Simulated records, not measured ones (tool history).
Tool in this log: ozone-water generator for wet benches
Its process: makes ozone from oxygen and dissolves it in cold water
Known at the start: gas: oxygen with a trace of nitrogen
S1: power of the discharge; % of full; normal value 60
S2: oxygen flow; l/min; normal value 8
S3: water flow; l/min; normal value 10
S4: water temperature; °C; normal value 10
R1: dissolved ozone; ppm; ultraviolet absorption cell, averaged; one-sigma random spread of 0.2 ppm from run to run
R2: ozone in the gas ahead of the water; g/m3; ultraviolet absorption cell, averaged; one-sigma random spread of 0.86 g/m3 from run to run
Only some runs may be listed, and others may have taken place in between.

run    hour  S1     S2  S3  S4    R1     R2
  1       0  60      8  10  10  27.4  138.7
  2      74  60      8  10  10  27.2  140.1
  3   114.5  60      8  10  10  27.1  137.1
  4   191.5  60      8  10  10  27.1  138.9
  5   241.8  60      8  10  10  26.7    138
  6   303.8  60      8  10  13  25.7  138.2
  7   363.5  60      8  10  13  25.5  137.3
  8   422.4  60      8  10  13  25.5  137.8
  9   496.8  60      8  10  15  24.2  137.7
      540.6  -- water thermometer calibrated
 10   558.6  60      8  10   6  29.5    137
 11     625  60      8  10   6  29.8  138.5
 12   685.6  60      8  10   6  29.7  136.4
 13   745.5  60      8  10   6  29.8  136.4
 14   816.4  60      8  10   6  29.3  137.2
 15   882.8  60      8  10   6  29.3  138.9
 16   933.4  60      8  10   6  29.5  136.5
 17  1003.9  60   5.39  10  10  27.2  159.6
 18  1039.8  71      8   7  10  37.9  154.4
 19  1086.6  71      8   7  10  37.4  153.4
 20  1122.5  71      8   7  10  37.3  152.8
 21  1193.2  65      8  10  10  28.7  144.7
 22  1231.2  47   8.48   9  10  24.5  112.5
 23    1304  65   10.1  15  15  18.8    131
 24  1351.6  65   10.1  11  15  23.3  130.5
 25  1423.7  60   9.26   6  10  35.4  128.2
 26  1486.3  60   9.26   6  10  35.3  129.3
 27  1537.1  60  10.96  10  10  26.3  121.3
 28  1595.2  50   6.43   6   9  33.7    133
 29  1632.9  57   5.75   6   6  39.6    151
 30  1712.6  57   5.75   6   6  39.7  149.8
 31  1758.4  45      8  10  16  19.3  112.5
 32  1827.1  45      8  10  16    19  111.7

Branching from run 32: 3 alternative next runs. What would each branch give?
  A  1897.6  82    9.8  10  10   ?   ?
  B  1897.6  45  12.11   9   8   ?   ?
  C  1897.6  45    5.2   9  10   ?   ?

run    R1     R2
  A  32.3  155.5
  B  23.5     95
  C  23.7    133
The same runs, with their run-to-run variation unchanged, on a tool lacking any hidden condition would have given:
run    R1     R2
  A    34  159.6
  B  24.4   96.5
  C  24.7  135.2
